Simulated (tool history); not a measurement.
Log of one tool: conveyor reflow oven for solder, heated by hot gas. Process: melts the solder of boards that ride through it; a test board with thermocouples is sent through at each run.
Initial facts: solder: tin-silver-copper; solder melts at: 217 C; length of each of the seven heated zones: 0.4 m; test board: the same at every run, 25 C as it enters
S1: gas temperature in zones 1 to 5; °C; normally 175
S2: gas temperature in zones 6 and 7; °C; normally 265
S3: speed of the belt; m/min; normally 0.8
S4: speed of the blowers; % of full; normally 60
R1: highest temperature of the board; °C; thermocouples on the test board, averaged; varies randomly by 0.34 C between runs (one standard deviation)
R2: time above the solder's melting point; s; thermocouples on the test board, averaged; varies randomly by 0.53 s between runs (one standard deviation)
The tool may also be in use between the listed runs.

run 1 day=0 | S1=175 S2=265 S3=0.8 S4=60 | R1=242.8 R2=36.6
run 2 day=0.396 | S1=175 S2=265 S3=0.8 S4=60 | R1=242.3 R2=36.7
run 3 day=0.612 | S1=175 S2=265 S3=0.91 S4=60 | R1=237.1 R2=27.5
run 4 day=0.858 | S1=171 S2=265 S3=0.91 S4=60 | R1=236 R2=25.3
run 5 day=1.329 | S1=175 S2=274 S3=0.8 S4=60 | R1=250.2 R2=42.7
run 6 day=1.708 | S1=175 S2=265 S3=0.8 S4=64 | R1=244.1 R2=38.1
run 7 day=1.979 | S1=175 S2=265 S3=0.8 S4=60 | R1=242.8 R2=38.5
run 8 day=2.2 | S1=175 S2=265 S3=0.8 S4=60 | R1=242.2 R2=36.4
run 9 day=2.471 | S1=175 S2=265 S3=0.8 S4=66 | R1=245.5 R2=39.8
-- day=2.812 flux residue cleaned out of gas plates and filters
run 10 day=3.183 | S1=175 S2=265 S3=0.8 S4=51 | R1=238.7 R2=32.8
run 11 day=3.425 | S1=175 S2=265 S3=0.8 S4=60 | R1=243 R2=38
run 12 day=3.642 | S1=175 S2=265 S3=0.8 S4=60 | R1=242.9 R2=38.8
run 13 day=3.975 | S1=175 S2=265 S3=0.8 S4=60 | R1=242.9 R2=37.2
run 14 day=4.408 | S1=175 S2=265 S3=0.8 S4=60 | R1=243.7 R2=37.5
run 15 day=4.646 | S1=175 S2=265 S3=0.8 S4=60 | R1=243.3 R2=38.3
run 16 day=5.108 | S1=175 S2=265 S3=0.8 S4=60 | R1=243.2 R2=37.5
run 17 day=5.492 | S1=175 S2=265 S3=0.8 S4=53 | R1=240 R2=33.9
run 18 day=5.912 | S1=175 S2=265 S3=0.687 S4=60 | R1=248.7 R2=50.6
run 19 day=6.425 | S1=175 S2=260 S3=0.873 S4=60 | R1=235.5 R2=27.5
run 20 day=6.708 | S1=175 S2=260 S3=0.726 S4=60 | R1=242.5 R2=41.4
run 21 day=7.05 | S1=175 S2=260 S3=0.726 S4=60 | R1=242.3 R2=42.6
run 22 day=7.408 | S1=165 S2=265 S3=0.8 S4=60 | R1=240.2 R2=32.7
run 23 day=7.629 | S1=163 S2=265 S3=0.858 S4=60 | R1=236.5 R2=26.4
run 24 day=7.912 | S1=163 S2=265 S3=0.858 S4=60 | R1=235.8 R2=26.4
run 25 day=8.221 | S1=175 S2=274 S3=0.8 S4=75 | R1=255.8 R2=47.1
run 26 day=8.462 | S1=167 S2=274 S3=0.658 S4=75 | R1=261.4 R2=58.8
run 27 day=8.717 | S1=167 S2=271 S3=0.658 S4=75 | R1=258.5 R2=58.4
run 28 day=9.171 | S1=190 S2=265 S3=0.756 S4=60 | R1=248.7 R2=49.9
run 29 day=9.529 | S1=190 S2=265 S3=0.756 S4=73 | R1=252.8 R2=53.7
run 30 day=10.062 | S1=163 S2=262 S3=0.923 S4=84 | R1=240.4 R2=28.8

Here are 4 independent what-if runs from the current tool condition. What would each one return?
run A day=10.392 | S1=163 S2=265 S3=0.904 S4=84 | R1=? R2=?
run B day=10.392 | S1=163 S2=255 S3=0.923 S4=87 | R1=? R2=?
run C day=10.392 | S1=163 S2=262 S3=0.954 S4=84 | R1=? R2=?
run D day=10.392 | S1=175 S2=275 S3=0.843 S4=70 | R1=? R2=?

run=A R1=244.3 R2=31.6
run=B R1=236.2 R2=24.2
run=C R1=239.5 R2=26.6
run=D R1=252.1 R2=43.4
With no hidden state in the tool, these same runs would have given:
run=A R1=244.1 R2=31
run=B R1=236 R2=23.7
run=C R1=239.3 R2=26.2
run=D R1=251.7 R2=42.4

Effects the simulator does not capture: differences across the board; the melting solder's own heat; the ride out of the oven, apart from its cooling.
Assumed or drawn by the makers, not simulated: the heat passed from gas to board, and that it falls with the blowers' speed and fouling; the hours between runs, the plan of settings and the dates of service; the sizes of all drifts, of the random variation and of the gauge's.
